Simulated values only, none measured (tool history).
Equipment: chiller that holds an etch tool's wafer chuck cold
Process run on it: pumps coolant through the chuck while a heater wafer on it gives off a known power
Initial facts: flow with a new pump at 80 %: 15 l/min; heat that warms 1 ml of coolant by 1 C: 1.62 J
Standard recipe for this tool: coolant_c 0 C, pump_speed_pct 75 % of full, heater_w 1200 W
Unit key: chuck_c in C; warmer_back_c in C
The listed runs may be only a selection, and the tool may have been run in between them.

run,day,coolant_c,pump_speed_pct,heater_w,chuck_c,warmer_back_c
1,0,0,75,1200,11.5,3.17
2,1.342,0,75,1200,11.4,3.18
3,2.712,0,75,1200,11.7,3.19
4,4.138,0,75,1200,11.6,3.19
5,5.083,0,100,1200,10,2.27
6,5.958,0,100,1200,9.9,2.31
7,6.704,0,100,1200,9.9,2.32
8,7.621,0,100,1200,9.9,2.27
9,8.512,5,75,1200,16.6,3.13
10,9.912,5,75,1200,16.4,3.16
11,10.696,5,75,1200,16.6,3.16
12,12.15,5,80,1200,16.3,2.96
13,13.1,5,80,1200,16.2,2.95
14,14.533,0,75,1728,16.5,4.59
15,15.275,0,75,720,7,1.91
16,16.779,0,75,1741,16.8,4.6
17,17.767,-4,95,772,2.5,1.53
18,18.6,5,87,1182,15.7,2.64
19,20.121,9,72,1373,22.4,3.75

Run 20, settings as shown, results not yet in. Your forecast:
20,20.9,9,72,1373,?,?

{"run 20": {"chuck_c": 22.5, "warmer_back_c": 3.78}}
Minus the tool's unlogged condition, the same run would have read chuck_c 22.5 C, warmer_back_c 3.78 C.

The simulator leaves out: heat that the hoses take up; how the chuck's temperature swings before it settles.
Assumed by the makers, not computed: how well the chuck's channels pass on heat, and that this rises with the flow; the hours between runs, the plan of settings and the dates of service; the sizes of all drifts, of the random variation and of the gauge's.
